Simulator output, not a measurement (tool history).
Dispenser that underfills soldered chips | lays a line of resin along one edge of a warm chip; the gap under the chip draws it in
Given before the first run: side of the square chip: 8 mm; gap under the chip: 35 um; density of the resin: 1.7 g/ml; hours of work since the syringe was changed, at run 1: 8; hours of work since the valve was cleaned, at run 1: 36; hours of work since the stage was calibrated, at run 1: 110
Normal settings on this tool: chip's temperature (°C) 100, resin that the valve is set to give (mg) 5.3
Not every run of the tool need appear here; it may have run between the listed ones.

run,hour,chip's temperature (°C),resin that the valve is set to give (mg),hours of work since the syringe was changed,hours of work since the valve was cleaned,hours of work since the stage was calibrated,time until the resin shows at the far edge (s),resin that the valve gave (mg)
1,0,100,5.3,8,36,110,183.2,5.17
# hour 1: new syringe of resin
2,6.4,100,5.3,3,40,113,142.4,5.12
# hour 14.9: new syringe of resin
3,15.2,100,5.3,0,45,119,121.2,5.11
4,21.9,97,5.3,4,50,123,172.8,5.04
5,25.6,97,5.3,7,52,125,199.6,5.08
# hour 28.9: new syringe of resin
6,31.3,97,6.36,1,55,129,142.9,6.06
7,36.7,97,6.36,5,59,132,173.7,6.05
8,41.4,97,6.36,8,62,135,205.3,6
# hour 43.4: new syringe of resin
9,46.9,108,5.3,2,65,139,96.8,4.99
10,54.6,100,5.3,7,70,144,178.5,4.98
# hour 57.5: new syringe of resin
11,58.9,100,5.3,1,73,146,126.3,4.97
12,63,100,4.8,3,75,149,149.3,4.48
13,70.8,100,4.8,9,80,154,199.5,4.47
# hour 71.6: new syringe of resin
14,76.7,100,6.57,3,84,157,132.8,6.07
15,82,101,6.57,7,87,161,155.1,6.06
# hour 85.5: new syringe of resin
16,89.6,101,6.57,3,92,165,123.5,6.01
# hour 94: dispensing valve cleaned and set on the balance
17,97.3,101,6.57,7,2,170,157.3,6.59

Predict the results of run 18:
# hour 100.2: new syringe of resin
18,103.6,100,5.3,2,6,174,?,?

Run 18 measured time until the resin shows at the far edge (s) 128.4, resin that the valve gave (mg) 5.33.
Take away the tool's hidden state, keep the run-to-run variation as it was, and the same run would have given time until the resin shows at the far edge (s) 116.3, resin that the valve gave (mg) 5.33.

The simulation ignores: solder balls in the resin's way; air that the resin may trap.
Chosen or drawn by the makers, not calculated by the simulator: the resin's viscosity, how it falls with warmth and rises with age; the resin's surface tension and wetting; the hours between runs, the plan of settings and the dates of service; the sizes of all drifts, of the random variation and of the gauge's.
